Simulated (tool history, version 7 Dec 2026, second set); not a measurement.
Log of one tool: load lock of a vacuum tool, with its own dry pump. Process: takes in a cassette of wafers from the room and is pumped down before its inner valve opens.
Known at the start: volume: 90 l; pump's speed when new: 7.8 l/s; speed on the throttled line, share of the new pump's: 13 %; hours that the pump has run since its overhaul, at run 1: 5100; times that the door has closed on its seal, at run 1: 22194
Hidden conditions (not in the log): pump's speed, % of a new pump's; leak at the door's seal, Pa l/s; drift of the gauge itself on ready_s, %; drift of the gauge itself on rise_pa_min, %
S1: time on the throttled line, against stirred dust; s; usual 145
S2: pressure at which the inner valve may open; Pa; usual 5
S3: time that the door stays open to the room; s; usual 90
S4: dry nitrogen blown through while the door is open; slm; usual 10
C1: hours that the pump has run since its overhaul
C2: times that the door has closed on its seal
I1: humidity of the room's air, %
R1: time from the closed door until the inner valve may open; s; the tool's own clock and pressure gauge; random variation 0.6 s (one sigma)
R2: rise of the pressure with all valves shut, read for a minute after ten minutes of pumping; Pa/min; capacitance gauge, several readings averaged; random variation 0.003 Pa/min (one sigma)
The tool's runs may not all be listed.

run 1 hour=0 | S1=145 S2=5 S3=90 S4=10 | C1=5100 C2=22194 | I1=43.8 | R1=243.7 R2=0.108
run 2 hour=256.9 | S1=145 S2=5 S3=90 S4=10 | C1=5357 C2=23110 | I1=43.3 | R1=244.1 R2=0.108
run 3 hour=474 | S1=145 S2=5 S3=90 S4=10 | C1=5574 C2=23884 | I1=45.2 | R1=244.2 R2=0.118
run 4 hour=734.7 | S1=145 S2=5 S3=90 S4=10 | C1=5834 C2=24813 | I1=42.8 | R1=243.3 R2=0.12
run 5 hour=1022.6 | S1=145 S2=5 S3=90 S4=10 | C1=6122 C2=25839 | I1=42.5 | R1=244.6 R2=0.129
run 6 hour=1234.6 | S1=145 S2=5 S3=90 S4=6 | C1=6334 C2=26595 | I1=46.7 | R1=244.5 R2=0.139
run 7 hour=1667.4 | S1=145 S2=5 S3=90 S4=6 | C1=6767 C2=28137 | I1=47.3 | R1=244.7 R2=0.151
run 8 hour=2063.8 | S1=145 S2=5 S3=90 S4=10 | C1=7163 C2=29550 | I1=45.2 | R1=245.9 R2=0.154
run 9 hour=2401.8 | S1=145 S2=5 S3=90 S4=10 | C1=7501 C2=30755 | I1=45.4 | R1=244.8 R2=0.162
run 10 hour=2597.1 | S1=145 S2=5 S3=90 S4=10 | C1=7697 C2=31451 | I1=46.1 | R1=245.3 R2=0.172
run 11 hour=2870.7 | S1=145 S2=5 S3=29 S4=10 | C1=7970 C2=32427 | I1=44.9 | R1=246.2 R2=0.16
run 12 hour=3047.1 | S1=145 S2=5 S3=29 S4=10 | C1=8147 C2=33055 | I1=48.1 | R1=245.2 R2=0.171
run 13 hour=3234.3 | S1=145 S2=5 S3=67 S4=10 | C1=8334 C2=33723 | I1=44.5 | R1=246.3 R2=0.185
run 14 hour=3650.4 | S1=145 S2=5 S3=67 S4=10 | C1=8750 C2=35206 | I1=46.4 | R1=245.7 R2=0.188
run 15 hour=3884.8 | S1=145 S2=5 S3=67 S4=10 | C1=8984 C2=36041 | I1=47.7 | R1=245.4 R2=0.201
run 16 hour=4194.2 | S1=248 S2=5 S3=101 S4=15 | C1=9294 C2=37144 | I1=44.7 | R1=335.4 R2=0.209
run 17 hour=4528.2 | S1=248 S2=5 S3=101 S4=15 | C1=9628 C2=38334 | I1=43.1 | R1=337.1 R2=0.22
run 18 hour=4715.8 | S1=154 S2=5 S3=57 S4=10 | C1=9815 C2=39003 | I1=45.4 | R1=254.2 R2=0.22
run 19 hour=5000.9 | S1=175 S2=9 S3=90 S4=10 | C1=10100 C2=40019 | I1=42 | R1=265.9 R2=0.234
run 20 hour=5335.6 | S1=175 S2=9 S3=90 S4=10 | C1=10435 C2=41212 | I1=41.7 | R1=265.8 R2=0.242
run 21 hour=5522.8 | S1=175 S2=6 S3=90 S4=10 | C1=10622 C2=41879 | I1=46 | R1=271.5 R2=0.257
-- hour=5603.1 door's seal changed, seat wiped
run 22 hour=5765.8 | S1=175 S2=6 S3=90 S4=10 | C1=10864 C2=580 | I1=45.5 | R1=271.4 R2=0.026
run 23 hour=6202.9 | S1=145 S2=5 S3=69 S4=10 | C1=11301 C2=2138 | I1=46.5 | R1=246.9 R2=0.024
run 24 hour=6589.1 | S1=133 S2=7 S3=71 S4=16 | C1=11687 C2=3515 | I1=44.7 | R1=232 R2=0.024
run 25 hour=6863.3 | S1=133 S2=7 S3=71 S4=16 | C1=11961 C2=4492 | I1=45 | R1=233.4 R2=0.031
run 26 hour=7155.4 | S1=153 S2=7 S3=142 S4=16 | C1=12254 C2=5533 | I1=44.5 | R1=250.5 R2=0.039
run 27 hour=7340.9 | S1=153 S2=7 S3=142 S4=16 | C1=12439 C2=6194 | I1=44.1 | R1=249.5 R2=0.04
run 28 hour=7760.9 | S1=239 S2=8 S3=138 S4=5 | C1=12859 C2=7691 | I1=46.5 | R1=321.9 R2=0.065
run 29 hour=8092.6 | S1=171 S2=6 S3=138 S4=5 | C1=13191 C2=8874 | I1=43.8 | R1=269.3 R2=0.062
run 30 hour=8316.9 | S1=139 S2=5 S3=115 S4=9 | C1=13415 C2=9673 | I1=45.4 | R1=242.7 R2=0.056

Selected run-to-run steps in R1, each split into two signed amounts: the part the tool would show with no hidden state at all (from settings, incoming material and random variation), and the remainder, which goes to the hidden state together with any gauge scatter not common to the measured and the hidden-state-free results:
Run 15 -> 16: S1 145 -> 248, S3 67 -> 101, S4 10 -> 15. R1 +90 s: hidden state -0.4, all else +90.4.
Run 17 -> 18: S1 248 -> 154, S3 101 -> 57, S4 15 -> 10. R1 -82.9 s: hidden state +1, all else -83.9.
Run 27 -> 28: S1 153 -> 239, S2 7 -> 8, S3 142 -> 138, S4 16 -> 5. R1 +72.4 s: hidden state -0.6, all else +73.
Run 28 -> 29: S1 239 -> 171, S2 8 -> 6. R1 -52.6 s: hidden state +1, all else -53.6.
Run 29 -> 30: S1 171 -> 139, S2 6 -> 5, S3 138 -> 115, S4 5 -> 9. R1 -26.6 s: hidden state +0.8, all else -27.4.
